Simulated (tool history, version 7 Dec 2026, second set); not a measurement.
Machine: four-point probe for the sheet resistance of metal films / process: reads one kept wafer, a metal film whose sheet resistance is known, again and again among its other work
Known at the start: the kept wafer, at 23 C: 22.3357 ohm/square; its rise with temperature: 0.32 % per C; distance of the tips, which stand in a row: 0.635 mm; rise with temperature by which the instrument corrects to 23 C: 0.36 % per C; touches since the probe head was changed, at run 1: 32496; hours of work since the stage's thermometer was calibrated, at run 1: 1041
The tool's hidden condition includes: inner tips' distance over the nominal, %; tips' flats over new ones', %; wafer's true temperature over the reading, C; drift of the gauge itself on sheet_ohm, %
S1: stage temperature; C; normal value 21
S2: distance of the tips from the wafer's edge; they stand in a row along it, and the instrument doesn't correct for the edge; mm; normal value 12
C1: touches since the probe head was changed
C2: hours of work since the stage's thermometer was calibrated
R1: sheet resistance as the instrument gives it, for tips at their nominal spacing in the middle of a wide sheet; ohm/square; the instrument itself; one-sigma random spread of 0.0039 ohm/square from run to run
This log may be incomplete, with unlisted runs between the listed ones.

run   hour  S1  S2     C1    C2         R1
  1      0  21  12  32496  1041  22.358936
  2   12.7  21  12  33168  1050  22.358851
  3   22.4  19  12  33682  1057  22.381901
  4   44.1  21  12  34827  1071  22.365659
  5   65.9  21  12  35982  1087  22.360937
  6   86.3  21  33  37064  1101   22.33336
  7   99.6  21   9  37770  1110  22.390217
  8  113.4  21   9  38496  1119  22.378982
  9  123.8  21   9  39050  1126  22.387281
 10  144.9  21  12  40167  1141  22.359253
 11  166.9  21  12  41328  1156  22.355744
 12  187.9  21  28  42440  1171  22.326443
 13  208.2  21  12  43517  1185  22.364309
 14  228.9  21  12  44611  1199  22.357134
 15  251.4  21  12  45799  1214  22.351602
 16  275.3  21  54  47064  1231  22.323106
 17  289.3  21  54  47805  1240  22.323053
 18    304  21  54  48584  1251  22.326071
 19  321.4  21  54  49506  1263  22.320964
 20  341.3  21  54  50558  1276  22.325266
 21  362.3  21  54  51668  1291  22.325835
 22  383.4  21  54  52788  1305   22.32694
 23  406.9  21  54  54029  1322  22.329508
 24  419.5  21   8  54699  1330  22.391776
 25  431.2  21   8  55319  1338  22.389948
 26  442.6  21   8  55920  1346  22.392233
 27  460.2  25  17  56852  1358  22.308225
 28  477.5  30   8  57765  1370  22.314021
 29  496.5  31   8  58774  1383  22.308149
 30  509.6  33  12  59463  1392  22.250879
 31  532.5  34  57  60677  1408  22.204609
 32  548.1  28  25  61503  1419  22.265552
 33  561.4  22   4  62207  1428  22.604577
 34  571.7  22   4  62752  1435  22.602191
 35  585.1  19  65  63461  1444  22.328587
 36  602.5  34   4  64381  1456  22.510475
 37  622.7  29  43  65451  1470   22.25308
 38  634.9  29  43  66096  1479  22.251862
 39  644.5  29  43  66606  1485  22.252542
     646.7  -- stage's thermometer calibrated
 40  661.3  33  51  67470    10  22.197619
 41  676.7  28  12  68283    21  22.263424
 42  695.5  28  12  69276    34  22.266721
 43  707.4  29  10  69909    42  22.274008
 44  728.5  31  30  71022    56  22.201252
 45  751.5  32  30  72243    72  22.203435

3 ways to go on from here, each from the tool as it stands after run 45. What would each give?
  A   771  32  44  73274  86   ?
  B   771  29  12  73274  86   ?
  C   771  22  19  73274  86   ?

run         R1
  A  22.195321
  B  22.252671
  C  22.292725
With no hidden state in the tool, these same runs would have given:
run         R1
  A  22.260217
  B  22.317699
  C  22.357807
